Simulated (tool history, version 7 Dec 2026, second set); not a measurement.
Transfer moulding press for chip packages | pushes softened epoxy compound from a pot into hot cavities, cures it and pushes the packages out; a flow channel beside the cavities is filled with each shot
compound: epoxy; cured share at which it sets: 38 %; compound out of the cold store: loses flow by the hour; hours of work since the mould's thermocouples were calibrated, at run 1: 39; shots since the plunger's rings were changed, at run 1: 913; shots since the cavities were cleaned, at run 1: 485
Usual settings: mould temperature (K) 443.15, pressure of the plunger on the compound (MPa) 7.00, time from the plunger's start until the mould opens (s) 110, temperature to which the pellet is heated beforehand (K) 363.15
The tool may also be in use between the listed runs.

run,hour,mould temperature (K),pressure of the plunger on the compound (MPa),time from the plunger's start until the mould opens (s),temperature to which the pellet is heated beforehand (K),hours of work since the mould's thermocouples were calibrated,shots since the plunger's rings were changed,shots since the cavities were cleaned,incoming compound's hours out of the cold store,length that the compound runs in the flow channel (mm),greatest force on the pins that push the packages out (N)
1,0.0,443.15,7.00,110,363.15,39,913,485,12.5,682,550
2,8.5,443.15,7.00,110,363.15,43,980,552,13.8,676,538
3,23.9,443.15,7.00,110,363.15,51,1100,672,12.0,682,559
# hour 30.6: cavities cleaned with cleaning compound and waxed
4,44.6,443.15,7.00,130,363.15,60,1251,110,42.2,610,380
5,64.2,443.15,7.00,110,363.15,69,1405,264,18.6,663,473
6,76.1,443.15,7.00,110,369.15,75,1498,357,26.3,645,534
7,92.0,443.15,7.00,110,363.15,83,1622,481,29.5,639,549
8,110.9,443.15,7.00,110,363.15,92,1771,630,38.6,617,526
# hour 122.9: cavities cleaned with cleaning compound and waxed
9,133.4,443.15,7.00,110,363.15,102,1936,83,12.6,675,458
10,150.5,443.15,7.00,110,363.15,110,2070,217,35.0,620,477
11,165.9,447.15,7.00,110,363.15,117,2190,337,37.5,608,446
12,185.1,443.15,7.00,110,363.15,126,2341,488,24.5,645,560
13,195.2,443.15,7.43,110,363.15,131,2420,567,31.0,649,535
# hour 214.6: cavities cleaned with cleaning compound and waxed
14,214.6,443.15,7.00,110,363.15,140,2560,0,44.4,598,394
# hour 223.4: plunger's sealing rings changed
15,231.7,443.15,7.00,110,363.15,147,66,115,38.4,629,425
16,249.4,443.15,7.00,110,363.15,155,204,253,42.6,618,480

Forecast run 17:
17,266.2,443.15,7.00,110,363.15,163,336,385,29.3,?,?

length that the compound runs in the flow channel (mm): 646
greatest force on the pins that push the packages out (N): 512
Without the tool's hidden state the same run would have given length that the compound runs in the flow channel (mm) 648, greatest force on the pins that push the packages out (N) 396.
